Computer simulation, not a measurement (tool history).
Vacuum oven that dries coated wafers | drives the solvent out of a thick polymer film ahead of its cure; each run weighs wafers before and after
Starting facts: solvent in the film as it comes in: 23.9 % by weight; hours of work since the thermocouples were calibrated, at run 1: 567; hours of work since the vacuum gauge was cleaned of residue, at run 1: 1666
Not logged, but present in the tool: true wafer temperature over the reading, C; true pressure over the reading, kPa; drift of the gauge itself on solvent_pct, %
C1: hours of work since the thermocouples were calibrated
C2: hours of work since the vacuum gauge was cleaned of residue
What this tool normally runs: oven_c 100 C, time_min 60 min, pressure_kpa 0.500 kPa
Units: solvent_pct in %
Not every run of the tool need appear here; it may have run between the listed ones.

run 1 day=0.000 | oven_c=100 time_min=60 pressure_kpa=0.500 | C1=567 C2=1666 | solvent_pct=4.76
run 2 day=1.742 | oven_c=100 time_min=54 pressure_kpa=0.500 | C1=585 C2=1685 | solvent_pct=5.35
run 3 day=5.133 | oven_c=100 time_min=51 pressure_kpa=0.500 | C1=621 C2=1720 | solvent_pct=5.96
run 4 day=8.833 | oven_c=100 time_min=60 pressure_kpa=0.279 | C1=659 C2=1759 | solvent_pct=4.66
run 5 day=11.812 | oven_c=100 time_min=60 pressure_kpa=1.751 | C1=691 C2=1790 | solvent_pct=5.76
run 6 day=13.412 | oven_c=100 time_min=60 pressure_kpa=0.370 | C1=707 C2=1807 | solvent_pct=4.58
run 7 day=15.458 | oven_c=100 time_min=60 pressure_kpa=0.370 | C1=729 C2=1828 | solvent_pct=4.68
run 8 day=18.188 | oven_c=115 time_min=60 pressure_kpa=0.367 | C1=757 C2=1856 | solvent_pct=0.85
run 9 day=21.196 | oven_c=100 time_min=60 pressure_kpa=0.324 | C1=789 C2=1888 | solvent_pct=4.66
run 10 day=24.225 | oven_c=100 time_min=60 pressure_kpa=0.324 | C1=820 C2=1920 | solvent_pct=4.63
run 11 day=27.954 | oven_c=110 time_min=82 pressure_kpa=0.500 | C1=859 C2=1959 | solvent_pct=0.77
-- day=29.896 oven's thermocouples calibrated
run 12 day=31.096 | oven_c=110 time_min=82 pressure_kpa=0.860 | C1=13 C2=1991 | solvent_pct=1.06

Each row is a separate what-if for the run after 12, all from the same tool condition, not one after another. Results?
run A day=32.988 | oven_c=101 time_min=82 pressure_kpa=0.860 | C1=32 C2=2010 | solvent_pct=?
run B day=32.988 | oven_c=100 time_min=60 pressure_kpa=1.973 | C1=32 C2=2010 | solvent_pct=?
run C day=32.988 | oven_c=110 time_min=73 pressure_kpa=0.860 | C1=32 C2=2010 | solvent_pct=?

run=A solvent_pct=2.93
run=B solvent_pct=5.99
run=C solvent_pct=1.25
Had the tool no hidden state, the same runs would have come out as:
run=A solvent_pct=2.91
run=B solvent_pct=5.97
run=C solvent_pct=1.24

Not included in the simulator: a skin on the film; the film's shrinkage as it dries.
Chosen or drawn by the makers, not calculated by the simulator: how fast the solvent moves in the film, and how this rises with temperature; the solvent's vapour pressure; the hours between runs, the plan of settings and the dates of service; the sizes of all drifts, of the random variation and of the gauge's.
